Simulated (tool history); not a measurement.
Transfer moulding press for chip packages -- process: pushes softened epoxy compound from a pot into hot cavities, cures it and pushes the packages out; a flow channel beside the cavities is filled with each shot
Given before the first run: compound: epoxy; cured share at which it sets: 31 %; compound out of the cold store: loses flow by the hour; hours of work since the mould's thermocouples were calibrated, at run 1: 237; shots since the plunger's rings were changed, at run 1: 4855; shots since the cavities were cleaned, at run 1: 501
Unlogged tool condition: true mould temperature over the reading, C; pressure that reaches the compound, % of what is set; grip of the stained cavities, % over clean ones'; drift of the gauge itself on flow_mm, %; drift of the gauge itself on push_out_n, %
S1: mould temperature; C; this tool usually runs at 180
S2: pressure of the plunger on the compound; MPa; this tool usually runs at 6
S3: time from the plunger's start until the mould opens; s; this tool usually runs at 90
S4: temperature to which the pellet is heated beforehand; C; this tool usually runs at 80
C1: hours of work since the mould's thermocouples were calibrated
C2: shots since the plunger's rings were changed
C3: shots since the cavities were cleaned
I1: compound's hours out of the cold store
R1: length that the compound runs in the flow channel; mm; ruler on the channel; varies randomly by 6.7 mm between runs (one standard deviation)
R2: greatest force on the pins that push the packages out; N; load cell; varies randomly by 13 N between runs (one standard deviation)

run 1 hour=0 | S1=180 S2=6 S3=90 S4=80 | C1=237 C2=4855 C3=501 | I1=24.8 | R1=857 R2=629
-- hour=10.8 plunger's sealing rings changed
-- hour=16 cavities cleaned with cleaning compound and waxed
run 2 hour=47.9 | S1=187 S2=6 S3=90 S4=80 | C1=258 C2=300 C3=269 | I1=36.3 | R1=802 R2=461
run 3 hour=76.4 | S1=180 S2=6 S3=90 S4=80 | C1=271 C2=540 C3=509 | I1=18.9 | R1=883 R2=652
-- hour=90.7 cavities cleaned with cleaning compound and waxed
run 4 hour=129 | S1=185 S2=6 S3=90 S4=80 | C1=295 C2=971 C3=323 | I1=41.4 | R1=784 R2=491
run 5 hour=153.8 | S1=185 S2=6 S3=90 S4=80 | C1=306 C2=1179 C3=531 | I1=41.6 | R1=798 R2=475
-- hour=164.2 cavities cleaned with cleaning compound and waxed
run 6 hour=184.7 | S1=185 S2=6 S3=90 S4=80 | C1=320 C2=1427 C3=173 | I1=26.6 | R1=846 R2=511
run 7 hour=223.7 | S1=180 S2=6 S3=90 S4=80 | C1=338 C2=1756 C3=502 | I1=46.9 | R1=813 R2=612
-- hour=239.6 cavities cleaned with cleaning compound and waxed
run 8 hour=281.1 | S1=180 S2=6 S3=90 S4=80 | C1=364 C2=2226 C3=349 | I1=18.1 | R1=895 R2=645
-- hour=315.1 cavities cleaned with cleaning compound and waxed
run 9 hour=316 | S1=180 S2=6 S3=90 S4=80 | C1=380 C2=2508 C3=8 | I1=25 | R1=876 R2=641
run 10 hour=354.4 | S1=180 S2=6 S3=90 S4=80 | C1=397 C2=2831 C3=331 | I1=30.5 | R1=845 R2=646
-- hour=388.9 cavities cleaned with cleaning compound and waxed
run 11 hour=388.9 | S1=180 S2=6 S3=90 S4=80 | C1=413 C2=3109 C3=0 | I1=36.3 | R1=842 R2=621
run 12 hour=422.5 | S1=180 S2=6 S3=90 S4=80 | C1=428 C2=3392 C3=283 | I1=22 | R1=884 R2=655
-- hour=463.7 cavities cleaned with cleaning compound and waxed
run 13 hour=464.4 | S1=180 S2=6.56 S3=90 S4=80 | C1=447 C2=3732 C3=5 | I1=38.8 | R1=866 R2=614
run 14 hour=514.6 | S1=180 S2=6.56 S3=90 S4=80 | C1=470 C2=4155 C3=428 | I1=33.8 | R1=891 R2=615
-- hour=539.8 cavities cleaned with cleaning compound and waxed
run 15 hour=558.6 | S1=179 S2=6.97 S3=90 S4=80 | C1=490 C2=4513 C3=158 | I1=12.6 | R1=958 R2=718
run 16 hour=602 | S1=182 S2=6 S3=82 S4=80 | C1=510 C2=4879 C3=524 | I1=33.7 | R1=836 R2=700
-- hour=608.8 plunger's sealing rings changed
-- hour=617.8 cavities cleaned with cleaning compound and waxed
run 17 hour=645.1 | S1=182 S2=6.04 S3=79 S4=80 | C1=528 C2=293 C3=230 | I1=43.8 | R1=819 R2=737
run 18 hour=686.1 | S1=182 S2=6.04 S3=79 S4=80 | C1=547 C2=639 C3=576 | I1=34.3 | R1=837 R2=743
-- hour=690.4 cavities cleaned with cleaning compound and waxed
run 19 hour=725.7 | S1=176 S2=6.04 S3=79 S4=85 | C1=565 C2=960 C3=298 | I1=33.4 | R1=857 R2=1118
-- hour=764.6 cavities cleaned with cleaning compound and waxed
run 20 hour=774.2 | S1=176 S2=6.88 S3=79 S4=82 | C1=587 C2=1356 C3=82 | I1=24.7 | R1=940 R2=1142
run 21 hour=819 | S1=176 S2=6.88 S3=79 S4=82 | C1=608 C2=1733 C3=459 | I1=36.2 | R1=904 R2=1105
-- hour=837 cavities cleaned with cleaning compound and waxed
run 22 hour=863.5 | S1=173 S2=5.71 S3=79 S4=82 | C1=628 C2=2095 C3=223 | I1=28.5 | R1=873 R2=1354
-- hour=913.6 cavities cleaned with cleaning compound and waxed
run 23 hour=924.7 | S1=173 S2=5.71 S3=79 S4=82 | C1=655 C2=2598 C3=94 | I1=36.4 | R1=852 R2=1318
run 24 hour=960.1 | S1=176 S2=6 S3=90 S4=87 | C1=672 C2=2895 C3=391 | I1=8.1 | R1=932 R2=863
-- hour=987 cavities cleaned with cleaning compound and waxed
run 25 hour=1009.7 | S1=176 S2=6 S3=90 S4=87 | C1=694 C2=3301 C3=191 | I1=9.1 | R1=930 R2=842
run 26 hour=1039.7 | S1=184 S2=6 S3=90 S4=72 | C1=708 C2=3554 C3=444 | I1=21.5 | R1=855 R2=530
-- hour=1060.4 cavities cleaned with cleaning compound and waxed
run 27 hour=1067 | S1=184 S2=6 S3=99 S4=72 | C1=720 C2=3771 C3=55 | I1=34.4 | R1=830 R2=453

5 options for the next run, each taken on its own from the tool as it stands now. Forecast them:
run A hour=1116.6 | S1=182 S2=6 S3=99 S4=86 | C1=743 C2=4189 C3=473 | I1=12.7 | R1=? R2=?
run B hour=1116.6 | S1=184 S2=6 S3=75 S4=72 | C1=743 C2=4189 C3=473 | I1=17.2 | R1=? R2=?
run C hour=1116.6 | S1=178 S2=5.52 S3=90 S4=87 | C1=743 C2=4189 C3=473 | I1=21.4 | R1=? R2=?
run D hour=1116.6 | S1=184 S2=5.62 S3=94 S4=75 | C1=743 C2=4189 C3=473 | I1=40.9 | R1=? R2=?
run E hour=1116.6 | S1=174 S2=6 S3=92 S4=80 | C1=743 C2=4189 C3=473 | I1=37.1 | R1=? R2=?

run=A R1=895 R2=496
run=B R1=874 R2=833
run=C R1=834 R2=726
run=D R1=777 R2=487
run=E R1=847 R2=900
With no hidden state in the tool, these same runs would have given:
run=A R1=896 R2=492
run=B R1=875 R2=825
run=C R1=835 R2=719
run=D R1=778 R2=483
run=E R1=848 R2=891
